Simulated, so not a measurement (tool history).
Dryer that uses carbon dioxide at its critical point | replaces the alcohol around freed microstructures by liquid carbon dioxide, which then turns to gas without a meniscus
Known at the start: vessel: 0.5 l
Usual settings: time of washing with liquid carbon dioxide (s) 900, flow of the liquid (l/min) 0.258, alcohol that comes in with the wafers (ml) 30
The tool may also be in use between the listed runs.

| run | hour | time of washing with liquid carbon dioxide (s) | flow of the liquid (l/min) | alcohol that comes in with the wafers (ml) | alcohol left in the vessel before it's heated (ppm by volume) |
|---|---|---|---|---|---|
| 1 | 0.0 | 900 | 0.258 | 30 | 63 |
| 2 | 31.0 | 900 | 0.258 | 30 | 59 |
| 3 | 67.5 | 900 | 0.288 | 30 | 37 |
| 4 | 88.9 | 900 | 0.288 | 30 | 53 |
| 5 | 118.2 | 900 | 0.288 | 30 | 45 |
| 6 | 144.3 | 900 | 0.288 | 30 | 48 |
| 7 | 181.4 | 900 | 0.288 | 30 | 57 |
| 8 | 216.7 | 900 | 0.288 | 30 | 57 |
| 9 | 240.9 | 900 | 0.288 | 30 | 68 |
| 10 | 261.4 | 900 | 0.288 | 112 | 156 |
| 11 | 285.6 | 840 | 0.288 | 112 | 253 |
| 12 | 328.4 | 840 | 0.288 | 112 | 129 |
| 13 | 369.1 | 840 | 0.288 | 112 | 131 |
| 14 | 401.6 | 840 | 0.288 | 112 | 144 |
| 15 | 429.7 | 900 | 0.258 | 30 | 93 |
| 16 | 473.1 | 900 | 0.341 | 30 | 49 |
| 17 | 495.0 | 900 | 0.341 | 30 | 56 |
| 18 | 529.9 | 660 | 0.258 | 30 | 399 |
| 19 | 550.0 | 660 | 0.258 | 30 | 403 |
| 20 | 582.4 | 660 | 0.258 | 33 | 471 |
| 21 | 619.6 | 660 | 0.258 | 33 | 522 |
| 22 | 638.9 | 900 | 0.258 | 25 | 133 |
| 23 | 661.8 | 900 | 0.258 | 25 | 130 |
| 24 | 683.9 | 1260 | 0.258 | 53 | 83 |
| 25 | 720.8 | 1080 | 0.327 | 54 | 92 |
| 26 | 759.9 | 1080 | 0.327 | 54 | 69 |
| 27 | 798.5 | 1080 | 0.199 | 30 | 143 |
| 28 | 824.0 | 540 | 0.330 | 32 | 262 |
| 29 | 867.4 | 1380 | 0.265 | 30 | 88 |
| 30 | 908.2 | 1020 | 0.255 | 45 | 123 |
| 31 | 938.5 | 840 | 0.242 | 45 | 259 |
| 32 | 969.1 | 840 | 0.242 | 45 | 272 |
| 33 | 987.7 | 840 | 0.242 | 45 | 290 |
| 34 | 1026.2 | 720 | 0.155 | 30 | 2522 |
| 35 | 1062.3 | 540 | 0.258 | 112 | 3630 |
| 36 | 1100.1 | 540 | 0.258 | 112 | 3805 |
| 37 | 1141.2 | 540 | 0.258 | 112 | 4175 |
| 38 | 1176.9 | 1260 | 0.412 | 45 | 116 |
| 39 | 1218.3 | 1080 | 0.190 | 26 | 188 |
| 40 | 1260.2 | 1080 | 0.190 | 26 | 204 |
| 41 | 1283.3 | 1080 | 0.190 | 26 | 216 |
| 42 | 1305.2 | 900 | 0.258 | 40 | 189 |
| 43 | 1334.7 | 900 | 0.427 | 30 | 125 |
| 44 | 1370.3 | 900 | 0.427 | 21 | 134 |
| 45 | 1410.3 | 660 | 0.197 | 46 | 1948 |
| 46 | 1442.6 | 660 | 0.197 | 46 | 2090 |

Taken out of this log: 3 entries between the listed runs. Where each belongs, and how the hidden state differs across it:
Between runs 11 and 12: inlet filter changed (hour 303.5)
  flow that reaches the vessel past the clogged filter, %: 85.6 -> 98.5; alcohol in the recycled carbon dioxide, ppm: 39.3 -> 42.9
  measured less the result without the state, alcohol left in the vessel before it's heated (ppm by volume): +184 -> +48
Between runs 25 and 26: inlet filter changed (hour 756.8)
  flow that reaches the vessel past the clogged filter, %: 85.4 -> 99.4; alcohol in the recycled carbon dioxide, ppm: 77.2 -> 80.6
  measured less the result without the state, alcohol left in the vessel before it's heated (ppm by volume): +76 -> +69
Between runs 38 and 39: inlet filter changed (hour 1208.3)
  flow that reaches the vessel past the clogged filter, %: 85.7 -> 99; alcohol in the recycled carbon dioxide, ppm: 117.7 -> 121
  measured less the result without the state, alcohol left in the vessel before it's heated (ppm by volume): +112 -> +119
